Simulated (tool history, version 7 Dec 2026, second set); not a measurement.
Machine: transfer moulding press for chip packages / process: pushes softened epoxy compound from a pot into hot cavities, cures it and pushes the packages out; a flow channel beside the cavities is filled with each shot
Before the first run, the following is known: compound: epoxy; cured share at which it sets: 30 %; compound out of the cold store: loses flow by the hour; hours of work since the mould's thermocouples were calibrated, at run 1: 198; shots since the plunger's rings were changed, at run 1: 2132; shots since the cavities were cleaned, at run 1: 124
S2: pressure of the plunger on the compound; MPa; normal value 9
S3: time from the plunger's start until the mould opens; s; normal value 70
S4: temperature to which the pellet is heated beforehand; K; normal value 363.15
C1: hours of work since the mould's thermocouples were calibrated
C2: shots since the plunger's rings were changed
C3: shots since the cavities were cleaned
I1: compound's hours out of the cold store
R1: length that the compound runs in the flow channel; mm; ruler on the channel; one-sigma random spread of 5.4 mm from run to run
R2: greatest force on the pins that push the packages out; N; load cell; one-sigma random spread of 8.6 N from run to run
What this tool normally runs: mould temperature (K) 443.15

{"run": 1, "hour": 0.0, "mould temperature (K)": 443.15, "S2": 9, "S3": 70, "S4": 363.15, "C1": 198, "C2": 2132, "C3": 124, "I1": 35.6, "R1": 731, "R2": 404}
{"run": 2, "hour": 20.7, "mould temperature (K)": 443.15, "S2": 9, "S3": 70, "S4": 363.15, "C1": 206, "C2": 2320, "C3": 312, "I1": 11.8, "R1": 816, "R2": 389}
{"run": 3, "hour": 29.9, "mould temperature (K)": 443.15, "S2": 9, "S3": 70, "S4": 363.15, "C1": 210, "C2": 2403, "C3": 395, "I1": 35.5, "R1": 725, "R2": 396}
{"run": 4, "hour": 41.9, "mould temperature (K)": 443.15, "S2": 9, "S3": 57, "S4": 363.15, "C1": 215, "C2": 2512, "C3": 504, "I1": 21.9, "R1": 768, "R2": 638}
{"hour": 48.5, "done": "plunger's sealing rings changed"}
{"run": 5, "hour": 58.2, "mould temperature (K)": 443.15, "S2": 9.63, "S3": 57, "S4": 363.15, "C1": 221, "C2": 88, "C3": 630, "I1": 8.3, "R1": 840, "R2": 684}
{"run": 6, "hour": 73.6, "mould temperature (K)": 443.15, "S2": 9, "S3": 64, "S4": 363.15, "C1": 228, "C2": 227, "C3": 769, "I1": 46, "R1": 698, "R2": 457}
{"hour": 87.7, "done": "cavities cleaned with cleaning compound and waxed"}
{"run": 7, "hour": 93.7, "mould temperature (K)": 443.15, "S2": 9, "S3": 70, "S4": 363.15, "C1": 236, "C2": 396, "C3": 55, "I1": 24.3, "R1": 763, "R2": 393}
{"run": 8, "hour": 112.2, "mould temperature (K)": 443.15, "S2": 9, "S3": 70, "S4": 363.15, "C1": 244, "C2": 564, "C3": 223, "I1": 10.6, "R1": 817, "R2": 403}
{"run": 9, "hour": 121.6, "mould temperature (K)": 443.15, "S2": 9, "S3": 70, "S4": 363.15, "C1": 248, "C2": 649, "C3": 308, "I1": 46.4, "R1": 698, "R2": 386}
{"run": 10, "hour": 140.9, "mould temperature (K)": 443.15, "S2": 9, "S3": 70, "S4": 363.15, "C1": 256, "C2": 825, "C3": 484, "I1": 8.4, "R1": 804, "R2": 410}
{"run": 11, "hour": 159.3, "mould temperature (K)": 443.15, "S2": 9, "S3": 70, "S4": 363.15, "C1": 264, "C2": 991, "C3": 650, "I1": 42.1, "R1": 707, "R2": 394}
{"run": 12, "hour": 169.1, "mould temperature (K)": 443.15, "S2": 9, "S3": 70, "S4": 363.15, "C1": 268, "C2": 1080, "C3": 739, "I1": 19.5, "R1": 779, "R2": 404}
{"hour": 185.8, "done": "cavities cleaned with cleaning compound and waxed"}
{"run": 13, "hour": 186.9, "mould temperature (K)": 443.15, "S2": 9, "S3": 70, "S4": 363.15, "C1": 275, "C2": 1229, "C3": 11, "I1": 29.4, "R1": 742, "R2": 398}
{"run": 14, "hour": 205.1, "mould temperature (K)": 443.15, "S2": 9, "S3": 70, "S4": 363.15, "C1": 283, "C2": 1393, "C3": 175, "I1": 24.5, "R1": 753, "R2": 392}
{"run": 15, "hour": 223.1, "mould temperature (K)": 443.15, "S2": 9, "S3": 70, "S4": 363.15, "C1": 291, "C2": 1557, "C3": 339, "I1": 46.9, "R1": 693, "R2": 394}
{"run": 16, "hour": 231.8, "mould temperature (K)": 439.15, "S2": 7.26, "S3": 72, "S4": 357.15, "C1": 294, "C2": 1635, "C3": 417, "I1": 35.9, "R1": 655, "R2": 469}
{"run": 17, "hour": 249.4, "mould temperature (K)": 438.15, "S2": 10.29, "S3": 66, "S4": 354.15, "C1": 302, "C2": 1795, "C3": 577, "I1": 9.8, "R1": 876, "R2": 693}
{"run": 18, "hour": 260.4, "mould temperature (K)": 443.15, "S2": 10.6, "S3": 56, "S4": 359.15, "C1": 307, "C2": 1896, "C3": 678, "I1": 38, "R1": 775, "R2": 681}
{"run": 19, "hour": 280.9, "mould temperature (K)": 449.15, "S2": 7.71, "S3": 50, "S4": 363.15, "C1": 315, "C2": 2081, "C3": 863, "I1": 20.6, "R1": 712, "R2": 637}
{"hour": 283.9, "done": "cavities cleaned with cleaning compound and waxed"}
{"run": 20, "hour": 293.1, "mould temperature (K)": 448.15, "S2": 7.17, "S3": 50, "S4": 363.15, "C1": 320, "C2": 2179, "C3": 84, "I1": 11.1, "R1": 716, "R2": 721}
{"run": 21, "hour": 309.1, "mould temperature (K)": 443.15, "S2": 9, "S3": 85, "S4": 357.15, "C1": 327, "C2": 2324, "C3": 229, "I1": 35.2, "R1": 732, "R2": 317}
{"run": 22, "hour": 329.1, "mould temperature (K)": 443.15, "S2": 10.06, "S3": 70, "S4": 363.15, "C1": 335, "C2": 2505, "C3": 410, "I1": 26, "R1": 803, "R2": 401}
{"hour": 336.9, "done": "plunger's sealing rings changed"}
{"run": 23, "hour": 345.1, "mould temperature (K)": 440.15, "S2": 7.15, "S3": 74, "S4": 363.15, "C1": 341, "C2": 75, "C3": 533, "I1": 26.3, "R1": 685, "R2": 434}
{"run": 24, "hour": 362.1, "mould temperature (K)": 445.15, "S2": 6.92, "S3": 70, "S4": 365.15, "C1": 348, "C2": 229, "C3": 687, "I1": 44.1, "R1": 611, "R2": 363}
{"run": 25, "hour": 373.8, "mould temperature (K)": 449.15, "S2": 9, "S3": 53, "S4": 363.15, "C1": 353, "C2": 335, "C3": 793, "I1": 22.7, "R1": 755, "R2": 551}
{"hour": 385.5, "done": "cavities cleaned with cleaning compound and waxed"}
{"run": 26, "hour": 389.0, "mould temperature (K)": 443.15, "S2": 9, "S3": 53, "S4": 358.15, "C1": 359, "C2": 460, "C3": 32, "I1": 27.4, "R1": 756, "R2": 814}
{"run": 27, "hour": 399.3, "mould temperature (K)": 443.15, "S2": 8.53, "S3": 70, "S4": 363.15, "C1": 364, "C2": 553, "C3": 125, "I1": 16.9, "R1": 761, "R2": 395}
{"run": 28, "hour": 407.9, "mould temperature (K)": 441.15, "S2": 8.53, "S3": 70, "S4": 363.15, "C1": 367, "C2": 631, "C3": 203, "I1": 44.6, "R1": 687, "R2": 423}

Across each entry between runs, compare the hidden state at the last listed run before it with the hidden state at the first listed run after it:
Logged between run 4 and run 5: plunger's sealing rings changed (hour 48.5)
  pressure that reaches the compound, % of what is set: 99.79 -> 99.98; grip of the stained cavities, % over clean ones': 1.3 -> 1.5
  measured minus no-state result, R2: +9 -> +11 N
Logged between run 6 and run 7: cavities cleaned with cleaning compound and waxed (hour 87.7)
  pressure that reaches the compound, % of what is set: 99.97 -> 99.96; grip of the stained cavities, % over clean ones': 1.7 -> 0.3
  measured minus no-state result, R2: +8 -> +1 N
Logged between run 12 and run 13: cavities cleaned with cleaning compound and waxed (hour 185.8)
  true mould temperature over the reading, C: 0 -> -0.01; pressure that reaches the compound, % of what is set: 99.9 -> 99.89; grip of the stained cavities, % over clean ones': 1.7 -> 0.1
  measured minus no-state result, R2: +6 -> +1 N
Logged between run 19 and run 20: cavities cleaned with cleaning compound and waxed (hour 283.9)
  grip of the stained cavities, % over clean ones': 1.8 -> 0.4
  measured minus no-state result, R2: +11 -> +3 N
Logged between run 22 and run 23: plunger's sealing rings changed (hour 336.9)
  pressure that reaches the compound, % of what is set: 99.79 -> 99.98; grip of the stained cavities, % over clean ones': 1.2 -> 1.4
  measured minus no-state result, R2: +4 -> +6 N
Logged between run 25 and run 26: cavities cleaned with cleaning compound and waxed (hour 385.5)
  pressure that reaches the compound, % of what is set: 99.96 -> 99.95; grip of the stained cavities, % over clean ones': 1.7 -> 0.2
  measured minus no-state result, R2: +10 -> +2 N
